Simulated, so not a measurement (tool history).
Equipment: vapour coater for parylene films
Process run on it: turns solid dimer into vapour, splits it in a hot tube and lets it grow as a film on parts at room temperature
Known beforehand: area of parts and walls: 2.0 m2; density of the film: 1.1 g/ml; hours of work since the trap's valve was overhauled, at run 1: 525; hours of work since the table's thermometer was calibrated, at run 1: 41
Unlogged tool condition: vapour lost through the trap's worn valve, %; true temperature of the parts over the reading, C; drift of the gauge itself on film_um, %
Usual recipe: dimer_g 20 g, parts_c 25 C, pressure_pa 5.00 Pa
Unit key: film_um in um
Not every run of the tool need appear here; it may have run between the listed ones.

run   hour  dimer_g  parts_c  pressure_pa  hours of work since the trap's valve was overhauled  hours of work since the table's thermometer was calibrated  film_um
  1    0.0       20       25         5.00                                                  525                                                          41     5.57
      39.3  -- trap's valve overhauled
  2   39.3       20       25         5.00                                                    0                                                          60     5.51
  3   95.6       20       25         5.00                                                   31                                                          91     5.54
  4  150.7       20       25         2.19                                                   61                                                         121     6.11
  5  206.1       20       25         5.00                                                   91                                                         151     5.53
  6  260.5       20       25         5.00                                                  121                                                         181     5.48
  7  311.7       20       27         5.00                                                  148                                                         209     5.04
  8  359.8       20       27         5.00                                                  175                                                         235     5.03
  9  425.8       20       27         5.00                                                  211                                                         271     5.07
 10  492.3       20       27         5.00                                                  247                                                         307     5.05
 11  561.0        9       20         5.00                                                  284                                                         345     3.18
 12  624.6       10       22         5.00                                                  319                                                         379     3.21
 13  680.9       14       22         5.00                                                  350                                                         410     4.48
 14  756.5       12       20         6.06                                                  391                                                         451     4.14
 15  803.5       12       25         5.00                                                  416                                                         477     3.31
 16  837.9       12       25         5.00                                                  435                                                         496     3.31
 17  908.5       17       29         2.05                                                  474                                                         534     4.32
 18  970.5       17       29         2.05                                                  507                                                         568     4.32

Across each entry between runs, compare the hidden state at the last listed run before it with the hidden state at the first listed run after it:
After run 1, before run 2: trap's valve overhauled (hour 39.3)
  vapour lost through the trap's worn valve, %: 0.4 -> 0
